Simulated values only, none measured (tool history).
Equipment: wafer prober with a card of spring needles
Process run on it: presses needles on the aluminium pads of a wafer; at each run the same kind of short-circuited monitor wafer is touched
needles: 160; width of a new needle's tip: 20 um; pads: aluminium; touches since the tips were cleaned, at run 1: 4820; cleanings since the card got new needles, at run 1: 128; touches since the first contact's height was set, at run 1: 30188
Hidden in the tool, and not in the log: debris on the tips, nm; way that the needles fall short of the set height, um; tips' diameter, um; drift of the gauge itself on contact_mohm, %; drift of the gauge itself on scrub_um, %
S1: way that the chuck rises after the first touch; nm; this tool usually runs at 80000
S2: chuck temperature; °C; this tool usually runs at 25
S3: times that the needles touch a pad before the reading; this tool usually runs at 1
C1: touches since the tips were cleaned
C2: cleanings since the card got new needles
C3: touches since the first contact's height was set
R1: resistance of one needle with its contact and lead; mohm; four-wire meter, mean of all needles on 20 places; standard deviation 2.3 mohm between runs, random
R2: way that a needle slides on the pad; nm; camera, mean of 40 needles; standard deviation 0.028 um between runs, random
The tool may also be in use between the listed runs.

Run 1, hour 0: usual settings; C1 4820; C2 128; C3 30188. Result: R1 262 mohm, R2 21840 nm.
At hour 15.6: tips cleaned on abrasive film.
At hour 44.6: tips cleaned on abrasive film.
At hour 77.2: tips cleaned on abrasive film.
Run 2, hour 77.2: usual settings; C1 0; C2 131; C3 53046. Result: R1 263 mohm, R2 21840 nm.
At hour 110.3: tips cleaned on abrasive film.
At hour 144.4: tips cleaned on abrasive film.
Run 3, hour 154.1: usual settings but S1 90000 nm; C1 2884; C2 133; C3 75845. Result: R1 264 mohm, R2 24650 nm.
At hour 178.8: tips cleaned on abrasive film.
Run 4, hour 204.1: usual settings; C1 7526; C2 134; C3 90672. Result: R1 260 mohm, R2 21900 nm.
At hour 211.3: tips cleaned on abrasive film.
At hour 245.7: tips cleaned on abrasive film.
Run 5, hour 260.3: usual settings; C1 4336; C2 136; C3 107316. Result: R1 264 mohm, R2 21960 nm.
At hour 280.5: tips cleaned on abrasive film.
At hour 310.5: tips cleaned on abrasive film.
Run 6, hour 332.1: usual settings; C1 6447; C2 138; C3 128619. Result: R1 266 mohm, R2 21990 nm.
At hour 339: tips cleaned on abrasive film.
At hour 372.9: tips cleaned on abrasive film.
At hour 373.2: height of the first contact set anew.
Run 7, hour 385: usual settings; C1 3510; C2 140; C3 3510. Result: R1 262 mohm, R2 21930 nm.
At hour 405.6: tips cleaned on abrasive film.
At hour 435.8: tips cleaned on abrasive film.
Run 8, hour 455.4: usual settings; C1 5820; C2 142; C3 24366. Result: R1 260 mohm, R2 22040 nm.
At hour 467.3: tips cleaned on abrasive film.
At hour 499.1: tips cleaned on abrasive film.
Run 9, hour 517.9: usual settings; C1 5569; C2 144; C3 42888. Result: R1 263 mohm, R2 22040 nm.
At hour 532.2: tips cleaned on abrasive film.
At hour 565.1: tips cleaned on abrasive film.
Run 10, hour 588.2: usual settings; C1 6844; C2 146; C3 63724. Result: R1 259 mohm, R2 22080 nm.
At hour 593.9: tips cleaned on abrasive film.
At hour 625.1: tips cleaned on abrasive film.
At hour 654.9: tips cleaned on abrasive film.
Run 11, hour 681.8: usual settings but S1 78000 nm, S2 117 °C, S3 2; C1 8003; C2 149; C3 91480. Result: R1 287 mohm, R2 21570 nm.
At hour 688.2: tips cleaned on abrasive film.
At hour 720.9: tips cleaned on abrasive film.
At hour 752.5: tips cleaned on abrasive film.
Run 12, hour 759: usual settings but S1 78000 nm, S2 44 °C; C1 1934; C2 152; C3 114322. Result: R1 267 mohm, R2 21670 nm.
At hour 786.9: tips cleaned on abrasive film.
Run 13, hour 800.5: usual settings but S1 78000 nm, S2 44 °C; C1 4056; C2 153; C3 126638. Result: R1 269 mohm, R2 21650 nm.
At hour 820.9: tips cleaned on abrasive film.
At hour 832.9: card fitted with new needles.
At hour 866.5: tips cleaned on abrasive film.
Run 14, hour 887.8: usual settings but S1 97000 nm, S2 40 °C; C1 6332; C2 1; C3 16300. Result: R1 264 mohm, R2 26970 nm.
At hour 899.6: tips cleaned on abrasive film.
At hour 930.4: tips cleaned on abrasive film.
At hour 961.6: tips cleaned on abrasive film.
Run 15, hour 961.6: usual settings but S1 97000 nm, S2 40 °C; C1 0; C2 4; C3 38141. Result: R1 263 mohm, R2 26970 nm.
At hour 993.2: tips cleaned on abrasive film.
At hour 1020: gauge calibrated.
At hour 1027.2: tips cleaned on abrasive film.
Run 16, hour 1035.8: usual settings but S1 64000 nm, S2 95 °C; C1 2558; C2 6; C3 60145. Result: R1 286 mohm, R2 17450 nm.
At hour 1060.7: tips cleaned on abrasive film.
At hour 1093.5: tips cleaned on abrasive film.
Run 17, hour 1109.7: usual settings but S1 84000 nm, S2 28 °C; C1 4822; C2 8; C3 82053. Result: R1 265 mohm, R2 22940 nm.
At hour 1122.7: tips cleaned on abrasive film.
At hour 1156.3: tips cleaned on abrasive film.
Run 18, hour 1170.7: usual settings but S1 84000 nm, S2 28 °C; C1 4267; C2 10; C3 100115. Result: R1 262 mohm, R2 23030 nm.

Branching from run 18: 3 alternative next runs. What would each branch give?
At hour 1189.2: tips cleaned on abrasive film.
At hour 1220.8: tips cleaned on abrasive film.
Run A, hour 1245: usual settings but S2 67 °C; C1 7191; C2 12; C3 122140. Result: R1 ?, R2 ?.
At hour 1189.2: tips cleaned on abrasive film.
At hour 1220.8: tips cleaned on abrasive film.
Run B, hour 1245: usual settings but S1 84000 nm, S2 40 °C; C1 7191; C2 12; C3 122140. Result: R1 ?, R2 ?.
At hour 1189.2: tips cleaned on abrasive film.
At hour 1220.8: tips cleaned on abrasive film.
Run C, hour 1245: usual settings but S1 84000 nm, S2 28 °C; C1 7191; C2 12; C3 122140. Result: R1 ?, R2 ?.

run   R1     R2
  A  275  21940
  B  266  23050
  C  262  22990
What these runs would have given with no unlogged condition in the tool:
run   R1     R2
  A  274  21840
  B  265  22940
  C  261  22890

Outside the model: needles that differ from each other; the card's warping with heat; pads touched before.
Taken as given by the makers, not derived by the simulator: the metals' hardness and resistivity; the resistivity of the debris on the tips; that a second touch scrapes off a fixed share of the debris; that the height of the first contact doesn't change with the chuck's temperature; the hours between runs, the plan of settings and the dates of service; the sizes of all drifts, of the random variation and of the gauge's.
